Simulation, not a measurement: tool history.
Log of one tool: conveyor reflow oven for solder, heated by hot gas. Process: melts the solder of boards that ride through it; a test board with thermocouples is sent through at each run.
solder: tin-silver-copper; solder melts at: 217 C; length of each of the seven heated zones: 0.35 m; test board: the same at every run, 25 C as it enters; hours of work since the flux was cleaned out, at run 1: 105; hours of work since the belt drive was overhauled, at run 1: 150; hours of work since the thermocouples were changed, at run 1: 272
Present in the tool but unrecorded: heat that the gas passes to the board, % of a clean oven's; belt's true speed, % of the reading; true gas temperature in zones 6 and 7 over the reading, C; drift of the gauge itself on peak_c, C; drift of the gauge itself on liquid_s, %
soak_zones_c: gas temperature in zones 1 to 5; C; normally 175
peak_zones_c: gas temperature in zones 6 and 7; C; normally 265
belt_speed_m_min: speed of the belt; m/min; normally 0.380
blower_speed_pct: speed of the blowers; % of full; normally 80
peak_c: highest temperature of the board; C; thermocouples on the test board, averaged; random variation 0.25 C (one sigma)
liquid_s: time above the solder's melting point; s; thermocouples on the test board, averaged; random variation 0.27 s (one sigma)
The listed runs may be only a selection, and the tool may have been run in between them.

run,hour,soak_zones_c,peak_zones_c,belt_speed_m_min,blower_speed_pct,hours of work since the flux was cleaned out,hours of work since the belt drive was overhauled,hours of work since the thermocouples were changed,peak_c,liquid_s
1,0.0,175,265,0.380,80,105,150,272,254.0,87.6
2,14.5,175,265,0.380,80,113,158,281,254.3,87.7
3,27.0,175,265,0.380,80,120,165,288,253.5,87.5
4,36.5,175,265,0.380,80,125,170,293,253.4,87.5
5,43.1,184,265,0.380,80,129,174,297,254.7,93.2
6,55.3,184,265,0.380,80,136,181,304,255.2,93.3
7,67.3,175,265,0.452,80,143,188,310,248.7,67.4
8,75.5,175,279,0.380,80,147,192,315,266.4,97.5
9,83.8,175,279,0.380,80,152,197,320,266.8,97.4
10,98.3,175,279,0.380,80,160,205,328,266.8,97.2
11,113.8,175,279,0.380,80,169,214,337,266.0,96.8
12,128.9,175,279,0.380,80,178,223,345,266.4,96.4
13,137.4,175,265,0.434,80,182,227,350,249.9,71.0
14,146.8,175,265,0.434,80,188,233,355,249.6,71.2
15,162.8,176,262,0.382,57,197,242,364,246.2,76.6
16,177.2,175,272,0.380,54,205,250,372,254.2,85.3
# hour 182.2: belt drive overhauled, speed set with a stopwatch
17,190.4,175,272,0.380,54,210,5,377,254.2,85.3
18,202.7,175,280,0.380,54,217,12,384,261.5,92.4
# hour 211.0: flux residue cleaned out of gas plates and filters
19,218.1,178,279,0.380,80,4,17,390,267.9,99.6
20,233.1,178,279,0.421,80,12,26,399,265.4,88.1
# hour 250.8: belt drive overhauled, speed set with a stopwatch, once more
21,252.7,170,275,0.413,80,21,1,407,261.1,83.2

Run 22 is up next; what results do you expect?
22,260.5,170,275,0.413,80,26,6,412,?,?

peak_c: 260.9 C
liquid_s: 83.2 s
If the tool had no hidden condition, the same run with the same run-to-run variation would have returned peak_c 262.3 C, liquid_s 84.1 s.
